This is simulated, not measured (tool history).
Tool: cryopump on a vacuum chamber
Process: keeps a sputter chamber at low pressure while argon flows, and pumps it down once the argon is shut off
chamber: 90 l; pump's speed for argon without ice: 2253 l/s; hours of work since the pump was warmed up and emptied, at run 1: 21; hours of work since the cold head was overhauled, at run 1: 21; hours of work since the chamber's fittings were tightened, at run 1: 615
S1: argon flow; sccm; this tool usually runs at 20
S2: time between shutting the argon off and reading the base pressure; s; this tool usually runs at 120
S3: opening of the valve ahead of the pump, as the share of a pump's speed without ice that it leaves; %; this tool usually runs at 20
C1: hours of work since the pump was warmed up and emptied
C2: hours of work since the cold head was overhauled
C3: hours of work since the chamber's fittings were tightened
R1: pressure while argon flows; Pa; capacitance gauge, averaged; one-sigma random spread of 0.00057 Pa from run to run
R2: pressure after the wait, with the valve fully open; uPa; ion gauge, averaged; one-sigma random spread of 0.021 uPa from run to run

run	day	S1	S2	S3	C1	C2	C3	R1	R2
1	0	20	120	20	21	21	615	0.0748	0.73
2	0.55	20	120	20	28	28	622	0.0742	0.78
3	1.054	20	120	20	35	35	629	0.0748	0.75
4	2.046	20	120	20	48	48	642	0.076	0.78
5	3.162	20	120	48	63	63	656	0.0318	0.77
6	4.142	20	120	48	75	75	669	0.0315	0.82
7	5.004	12	120	48	87	87	680	0.0193	0.83
8	5.808	12	120	48	97	97	691	0.0195	0.83
9	6.408	20	120	20	105	105	699	0.075	0.79
10	7.321	20	277	20	117	117	711	0.0759	0.73
11	8.412	11	120	20	131	131	725	0.0423	0.79
12	9.108	20	120	44	141	141	734	0.0352	0.83
13	10.167	20	120	20	154	154	748	0.076	0.89
14	11.071	20	283	20	166	166	760	0.0752	0.73
15	11.775	20	238	20	176	176	769	0.0753	0.78
16	12.471	20	238	20	185	185	778	0.0762	0.8
17	13.242	14	21	41	195	195	788	0.0262	1.84
18	13.946	20	34	19	204	204	798	0.0805	1.37
19	15.05	32	31	29	219	219	812	0.0848	1.49
20	15.65	20	23	45	226	226	820	0.0346	1.77
21	16.267	33	33	20	234	234	828	0.1251	1.43
22	17.129	15	153	55	246	246	839	0.0208	0.91
23	18.104	10	153	27	259	259	852	0.0286	0.91

Run 24, settings as shown, results not yet in. Your forecast:
24	18.829	10	153	27	268	268	862	?	?

Run 24 gave R1 0.0284 Pa, R2 0.91 uPa.
Were there no unlogged condition in the tool, this run, its random variation unchanged, would have produced R1 0.0278 Pa, R2 0.27 uPa.
